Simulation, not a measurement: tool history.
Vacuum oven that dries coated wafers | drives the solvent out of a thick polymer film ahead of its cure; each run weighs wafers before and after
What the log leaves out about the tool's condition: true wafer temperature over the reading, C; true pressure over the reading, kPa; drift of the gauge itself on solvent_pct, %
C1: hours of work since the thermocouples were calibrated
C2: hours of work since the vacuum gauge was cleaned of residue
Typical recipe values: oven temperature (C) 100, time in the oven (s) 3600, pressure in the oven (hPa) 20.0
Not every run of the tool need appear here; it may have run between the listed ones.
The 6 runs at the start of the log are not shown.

run 7 hour=272.5 | oven_temperature_(C)=89 time_in_the_oven_(s)=3600 pressure_in_the_oven_(hPa)=20.0 | C1=502 C2=71 | solvent_left_in_the_film_(%)=8.63
run 8 hour=325.5 | oven_temperature_(C)=89 time_in_the_oven_(s)=3600 pressure_in_the_oven_(hPa)=20.0 | C1=541 C2=110 | solvent_left_in_the_film_(%)=8.76
run 9 hour=376.6 | oven_temperature_(C)=100 time_in_the_oven_(s)=3300 pressure_in_the_oven_(hPa)=20.0 | C1=579 C2=148 | solvent_left_in_the_film_(%)=6.29
run 10 hour=415.9 | oven_temperature_(C)=100 time_in_the_oven_(s)=3300 pressure_in_the_oven_(hPa)=20.0 | C1=608 C2=177 | solvent_left_in_the_film_(%)=6.39
run 11 hour=468.7 | oven_temperature_(C)=111 time_in_the_oven_(s)=3300 pressure_in_the_oven_(hPa)=20.0 | C1=647 C2=216 | solvent_left_in_the_film_(%)=3.59
run 12 hour=527.4 | oven_temperature_(C)=111 time_in_the_oven_(s)=3300 pressure_in_the_oven_(hPa)=20.0 | C1=691 C2=260 | solvent_left_in_the_film_(%)=3.56
run 13 hour=560.7 | oven_temperature_(C)=111 time_in_the_oven_(s)=3300 pressure_in_the_oven_(hPa)=20.0 | C1=715 C2=284 | solvent_left_in_the_film_(%)=3.50
run 14 hour=587.3 | oven_temperature_(C)=100 time_in_the_oven_(s)=3600 pressure_in_the_oven_(hPa)=20.0 | C1=735 C2=304 | solvent_left_in_the_film_(%)=5.59
run 15 hour=640.9 | oven_temperature_(C)=100 time_in_the_oven_(s)=3600 pressure_in_the_oven_(hPa)=20.0 | C1=775 C2=344 | solvent_left_in_the_film_(%)=5.61
run 16 hour=693.5 | oven_temperature_(C)=100 time_in_the_oven_(s)=3600 pressure_in_the_oven_(hPa)=20.0 | C1=814 C2=382 | solvent_left_in_the_film_(%)=5.54
run 17 hour=741.4 | oven_temperature_(C)=100 time_in_the_oven_(s)=3600 pressure_in_the_oven_(hPa)=20.0 | C1=849 C2=418 | solvent_left_in_the_film_(%)=5.63
run 18 hour=802.4 | oven_temperature_(C)=114 time_in_the_oven_(s)=5280 pressure_in_the_oven_(hPa)=11.6 | C1=894 C2=463 | solvent_left_in_the_film_(%)=0.93
run 19 hour=838.1 | oven_temperature_(C)=96 time_in_the_oven_(s)=3600 pressure_in_the_oven_(hPa)=20.0 | C1=921 C2=489 | solvent_left_in_the_film_(%)=6.65
run 20 hour=871.9 | oven_temperature_(C)=115 time_in_the_oven_(s)=6180 pressure_in_the_oven_(hPa)=24.2 | C1=946 C2=514 | solvent_left_in_the_film_(%)=0.75
run 21 hour=901.2 | oven_temperature_(C)=104 time_in_the_oven_(s)=2100 pressure_in_the_oven_(hPa)=59.3 | C1=967 C2=536 | solvent_left_in_the_film_(%)=9.16
run 22 hour=928.5 | oven_temperature_(C)=86 time_in_the_oven_(s)=4620 pressure_in_the_oven_(hPa)=20.0 | C1=987 C2=556 | solvent_left_in_the_film_(%)=7.91
run 23 hour=970.6 | oven_temperature_(C)=108 time_in_the_oven_(s)=5580 pressure_in_the_oven_(hPa)=20.0 | C1=1019 C2=587 | solvent_left_in_the_film_(%)=1.67
run 24 hour=1012.8 | oven_temperature_(C)=93 time_in_the_oven_(s)=3540 pressure_in_the_oven_(hPa)=14.0 | C1=1050 C2=619 | solvent_left_in_the_film_(%)=7.40
run 25 hour=1071.4 | oven_temperature_(C)=107 time_in_the_oven_(s)=3540 pressure_in_the_oven_(hPa)=14.0 | C1=1093 C2=662 | solvent_left_in_the_film_(%)=3.89
run 26 hour=1111.7 | oven_temperature_(C)=107 time_in_the_oven_(s)=3540 pressure_in_the_oven_(hPa)=14.0 | C1=1123 C2=692 | solvent_left_in_the_film_(%)=3.98
run 27 hour=1155.0 | oven_temperature_(C)=87 time_in_the_oven_(s)=6300 pressure_in_the_oven_(hPa)=11.2 | C1=1155 C2=724 | solvent_left_in_the_film_(%)=5.21
run 28 hour=1189.1 | oven_temperature_(C)=87 time_in_the_oven_(s)=6300 pressure_in_the_oven_(hPa)=11.2 | C1=1180 C2=749 | solvent_left_in_the_film_(%)=5.01
run 29 hour=1242.4 | oven_temperature_(C)=104 time_in_the_oven_(s)=3420 pressure_in_the_oven_(hPa)=13.2 | C1=1220 C2=789 | solvent_left_in_the_film_(%)=4.82
run 30 hour=1280.5 | oven_temperature_(C)=94 time_in_the_oven_(s)=3540 pressure_in_the_oven_(hPa)=50.5 | C1=1248 C2=817 | solvent_left_in_the_film_(%)=7.97
run 31 hour=1335.5 | oven_temperature_(C)=91 time_in_the_oven_(s)=6360 pressure_in_the_oven_(hPa)=26.6 | C1=1289 C2=858 | solvent_left_in_the_film_(%)=4.54

Predict each of these 5 candidate next runs independently; none follows another, all start after run 31:
run A hour=1396.9 | oven_temperature_(C)=100 time_in_the_oven_(s)=4800 pressure_in_the_oven_(hPa)=35.0 | C1=1334 C2=903 | solvent_left_in_the_film_(%)=?
run B hour=1396.9 | oven_temperature_(C)=106 time_in_the_oven_(s)=6360 pressure_in_the_oven_(hPa)=70.4 | C1=1334 C2=903 | solvent_left_in_the_film_(%)=?
run C hour=1396.9 | oven_temperature_(C)=91 time_in_the_oven_(s)=4800 pressure_in_the_oven_(hPa)=53.5 | C1=1334 C2=903 | solvent_left_in_the_film_(%)=?
run D hour=1396.9 | oven_temperature_(C)=109 time_in_the_oven_(s)=6360 pressure_in_the_oven_(hPa)=26.6 | C1=1334 C2=903 | solvent_left_in_the_film_(%)=?
run E hour=1396.9 | oven_temperature_(C)=103 time_in_the_oven_(s)=1920 pressure_in_the_oven_(hPa)=43.0 | C1=1334 C2=903 | solvent_left_in_the_film_(%)=?

run=A solvent_left_in_the_film_(%)=4.07
run=B solvent_left_in_the_film_(%)=2.54
run=C solvent_left_in_the_film_(%)=7.00
run=D solvent_left_in_the_film_(%)=1.30
run=E solvent_left_in_the_film_(%)=9.54
Stripped of hidden state, with their random variation kept, the same runs would have yielded:
run=A solvent_left_in_the_film_(%)=4.03
run=B solvent_left_in_the_film_(%)=2.52
run=C solvent_left_in_the_film_(%)=6.95
run=D solvent_left_in_the_film_(%)=1.28
run=E solvent_left_in_the_film_(%)=9.49
